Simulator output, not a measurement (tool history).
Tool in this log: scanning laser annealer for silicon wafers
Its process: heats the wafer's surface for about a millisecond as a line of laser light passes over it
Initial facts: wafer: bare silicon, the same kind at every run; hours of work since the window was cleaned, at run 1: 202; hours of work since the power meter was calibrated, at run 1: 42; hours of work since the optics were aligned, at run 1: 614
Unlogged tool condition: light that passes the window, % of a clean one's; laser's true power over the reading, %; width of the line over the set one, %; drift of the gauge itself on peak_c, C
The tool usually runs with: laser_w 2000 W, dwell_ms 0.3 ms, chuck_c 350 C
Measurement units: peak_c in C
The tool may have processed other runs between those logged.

run	hour	laser_w	dwell_ms	chuck_c	hours of work since the window was cleaned	hours of work since the power meter was calibrated	hours of work since the optics were aligned	peak_c
1	0	2000	0.3	350	202	42	614	1068
2	10.3	2000	0.3	350	208	47	620	1071
3	18.9	2000	0.3	350	213	52	625	1067
4	37.6	2000	0.3	350	223	62	635	1065
5	55.5	2000	0.3	350	233	72	645	1072
6	72	2000	0.3	350	241	81	653	1067
7	81.9	1881	0.3	324	247	86	659	999
8	94.9	1881	0.3	324	254	93	666	996
9	108.5	1881	0.3	324	261	100	673	999
10	116.8	2008	0.3	378	266	105	678	1100
11	125.1	1715	0.234	333	270	109	682	879

Below are 5 alternative next runs, each starting from the tool's condition after run 11. Predict each:
A	135.7	2000	0.293	350	276	115	688	?
B	135.7	1715	0.245	337	276	115	688	?
C	135.7	2093	0.301	359	276	115	688	?
D	135.7	2000	0.3	310	276	115	688	?
E	135.7	2034	0.234	310	276	115	688	?

run	peak_c
A	1060
B	890
C	1110
D	1029
E	957
What these runs would have given with no unlogged condition in the tool:
run	peak_c
A	1079
B	905
C	1131
D	1048
E	975
